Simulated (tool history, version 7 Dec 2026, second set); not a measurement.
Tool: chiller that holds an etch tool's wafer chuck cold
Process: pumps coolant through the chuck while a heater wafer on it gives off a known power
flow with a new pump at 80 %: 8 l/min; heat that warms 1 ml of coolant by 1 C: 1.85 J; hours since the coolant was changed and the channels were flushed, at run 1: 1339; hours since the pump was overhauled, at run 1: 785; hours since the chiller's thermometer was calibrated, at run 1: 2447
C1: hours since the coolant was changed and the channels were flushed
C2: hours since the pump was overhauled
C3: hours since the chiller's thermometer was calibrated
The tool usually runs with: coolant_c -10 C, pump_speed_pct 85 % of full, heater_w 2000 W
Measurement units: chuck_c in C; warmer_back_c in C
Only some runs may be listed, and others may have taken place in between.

{"run": 1, "hour": 0.0, "coolant_c": -10, "pump_speed_pct": 85, "heater_w": 2000, "C1": 1339, "C2": 785, "C3": 2447, "chuck_c": 6.5, "warmer_back_c": 7.75}
{"run": 2, "hour": 34.4, "coolant_c": -10, "pump_speed_pct": 85, "heater_w": 2000, "C1": 1374, "C2": 820, "C3": 2481, "chuck_c": 6.6, "warmer_back_c": 7.72}
{"run": 3, "hour": 82.1, "coolant_c": -10, "pump_speed_pct": 85, "heater_w": 2000, "C1": 1421, "C2": 868, "C3": 2529, "chuck_c": 6.6, "warmer_back_c": 7.75}
{"run": 4, "hour": 132.2, "coolant_c": -19, "pump_speed_pct": 85, "heater_w": 2000, "C1": 1472, "C2": 918, "C3": 2579, "chuck_c": -2.4, "warmer_back_c": 7.76}
{"run": 5, "hour": 199.1, "coolant_c": -10, "pump_speed_pct": 70, "heater_w": 2000, "C1": 1538, "C2": 985, "C3": 2646, "chuck_c": 9.7, "warmer_back_c": 9.6}
{"run": 6, "hour": 228.6, "coolant_c": -10, "pump_speed_pct": 85, "heater_w": 2000, "C1": 1568, "C2": 1014, "C3": 2676, "chuck_c": 6.8, "warmer_back_c": 7.78}
{"run": 7, "hour": 260.2, "coolant_c": -10, "pump_speed_pct": 85, "heater_w": 2842, "C1": 1600, "C2": 1046, "C3": 2707, "chuck_c": 13.8, "warmer_back_c": 11.16}
{"run": 8, "hour": 301.1, "coolant_c": -10, "pump_speed_pct": 85, "heater_w": 2000, "C1": 1640, "C2": 1087, "C3": 2748, "chuck_c": 6.8, "warmer_back_c": 7.75}
{"run": 9, "hour": 359.8, "coolant_c": -9, "pump_speed_pct": 85, "heater_w": 2000, "C1": 1699, "C2": 1145, "C3": 2807, "chuck_c": 8, "warmer_back_c": 7.77}
{"run": 10, "hour": 393.8, "coolant_c": -9, "pump_speed_pct": 85, "heater_w": 2000, "C1": 1733, "C2": 1179, "C3": 2841, "chuck_c": 8, "warmer_back_c": 7.81}
{"hour": 430.1, "done": "chiller's thermometer calibrated"}
{"run": 11, "hour": 435.1, "coolant_c": -11, "pump_speed_pct": 85, "heater_w": 2000, "C1": 1773, "C2": 1220, "C3": 5, "chuck_c": 6.2, "warmer_back_c": 7.86}
{"run": 12, "hour": 503.0, "coolant_c": -11, "pump_speed_pct": 85, "heater_w": 2000, "C1": 1841, "C2": 1288, "C3": 73, "chuck_c": 6.2, "warmer_back_c": 7.94}
{"run": 13, "hour": 563.1, "coolant_c": -11, "pump_speed_pct": 85, "heater_w": 2000, "C1": 1901, "C2": 1348, "C3": 133, "chuck_c": 6.5, "warmer_back_c": 7.84}
{"run": 14, "hour": 624.7, "coolant_c": -11, "pump_speed_pct": 85, "heater_w": 2000, "C1": 1963, "C2": 1409, "C3": 195, "chuck_c": 6.4, "warmer_back_c": 7.94}
{"run": 15, "hour": 676.9, "coolant_c": -10, "pump_speed_pct": 85, "heater_w": 2000, "C1": 2015, "C2": 1461, "C3": 247, "chuck_c": 7.3, "warmer_back_c": 7.87}
{"run": 16, "hour": 714.8, "coolant_c": -10, "pump_speed_pct": 85, "heater_w": 2000, "C1": 2053, "C2": 1499, "C3": 285, "chuck_c": 7.5, "warmer_back_c": 7.92}
{"run": 17, "hour": 743.8, "coolant_c": -12, "pump_speed_pct": 93, "heater_w": 2522, "C1": 2082, "C2": 1528, "C3": 314, "chuck_c": 8.6, "warmer_back_c": 9.11}
{"run": 18, "hour": 804.0, "coolant_c": -1, "pump_speed_pct": 66, "heater_w": 2522, "C1": 2142, "C2": 1589, "C3": 374, "chuck_c": 26.3, "warmer_back_c": 13.19}
{"run": 19, "hour": 864.1, "coolant_c": -1, "pump_speed_pct": 66, "heater_w": 2522, "C1": 2202, "C2": 1649, "C3": 434, "chuck_c": 26.5, "warmer_back_c": 13.21}
{"run": 20, "hour": 911.6, "coolant_c": -17, "pump_speed_pct": 69, "heater_w": 2957, "C1": 2250, "C2": 1696, "C3": 481, "chuck_c": 14.1, "warmer_back_c": 14.71}
{"run": 21, "hour": 940.3, "coolant_c": -15, "pump_speed_pct": 74, "heater_w": 2437, "C1": 2279, "C2": 1725, "C3": 510, "chuck_c": 9.3, "warmer_back_c": 11.29}
{"run": 22, "hour": 981.4, "coolant_c": -15, "pump_speed_pct": 74, "heater_w": 2437, "C1": 2320, "C2": 1766, "C3": 551, "chuck_c": 9.3, "warmer_back_c": 11.37}
{"run": 23, "hour": 1010.5, "coolant_c": -15, "pump_speed_pct": 74, "heater_w": 2437, "C1": 2349, "C2": 1795, "C3": 580, "chuck_c": 9.3, "warmer_back_c": 11.37}
{"run": 24, "hour": 1049.6, "coolant_c": 0, "pump_speed_pct": 65, "heater_w": 2827, "C1": 2388, "C2": 1834, "C3": 619, "chuck_c": 31.6, "warmer_back_c": 15.14}
{"run": 25, "hour": 1107.5, "coolant_c": 0, "pump_speed_pct": 65, "heater_w": 2827, "C1": 2446, "C2": 1892, "C3": 677, "chuck_c": 31.9, "warmer_back_c": 15.11}
{"run": 26, "hour": 1173.8, "coolant_c": -19, "pump_speed_pct": 99, "heater_w": 1742, "C1": 2512, "C2": 1958, "C3": 744, "chuck_c": -5.1, "warmer_back_c": 5.98}
{"run": 27, "hour": 1204.0, "coolant_c": -17, "pump_speed_pct": 63, "heater_w": 1095, "C1": 2542, "C2": 1988, "C3": 774, "chuck_c": -4.5, "warmer_back_c": 6.16}
{"run": 28, "hour": 1242.5, "coolant_c": -10, "pump_speed_pct": 61, "heater_w": 2000, "C1": 2581, "C2": 2027, "C3": 812, "chuck_c": 13.8, "warmer_back_c": 11.55}
{"run": 29, "hour": 1303.4, "coolant_c": -10, "pump_speed_pct": 61, "heater_w": 2000, "C1": 2642, "C2": 2088, "C3": 873, "chuck_c": 14, "warmer_back_c": 11.52}
{"run": 30, "hour": 1360.4, "coolant_c": -12, "pump_speed_pct": 85, "heater_w": 1727, "C1": 2699, "C2": 2145, "C3": 930, "chuck_c": 3.7, "warmer_back_c": 7.03}
{"run": 31, "hour": 1426.7, "coolant_c": -12, "pump_speed_pct": 85, "heater_w": 1727, "C1": 2765, "C2": 2211, "C3": 997, "chuck_c": 3.9, "warmer_back_c": 7.01}

Forecast each of these 5 alternatives for the next run:
{"run": "A", "hour": 1493.7, "coolant_c": -18, "pump_speed_pct": 86, "heater_w": 1349, "C1": 2832, "C2": 2278, "C3": 1064, "chuck_c": "?", "warmer_back_c": "?"}
{"run": "B", "hour": 1493.7, "coolant_c": -17, "pump_speed_pct": 85, "heater_w": 2000, "C1": 2832, "C2": 2278, "C3": 1064, "chuck_c": "?", "warmer_back_c": "?"}
{"run": "C", "hour": 1493.7, "coolant_c": -17, "pump_speed_pct": 90, "heater_w": 2959, "C1": 2832, "C2": 2278, "C3": 1064, "chuck_c": "?", "warmer_back_c": "?"}
{"run": "D", "hour": 1493.7, "coolant_c": -17, "pump_speed_pct": 63, "heater_w": 1105, "C1": 2832, "C2": 2278, "C3": 1064, "chuck_c": "?", "warmer_back_c": "?"}
{"run": "E", "hour": 1493.7, "coolant_c": -12, "pump_speed_pct": 71, "heater_w": 2000, "C1": 2832, "C2": 2278, "C3": 1064, "chuck_c": "?", "warmer_back_c": "?"}

run=A chuck_c=-6 warmer_back_c=5.39
run=B chuck_c=1.4 warmer_back_c=8.12
run=C chuck_c=9.1 warmer_back_c=11.36
run=D chuck_c=-4.1 warmer_back_c=6.21
run=E chuck_c=9.3 warmer_back_c=9.93
What these runs would have given with no unlogged condition in the tool:
run=A chuck_c=-7.8 warmer_back_c=5.02
run=B chuck_c=-1.3 warmer_back_c=7.56
run=C chuck_c=5.3 warmer_back_c=10.57
run=D chuck_c=-5.9 warmer_back_c=5.78
run=E chuck_c=6.2 warmer_back_c=9.24
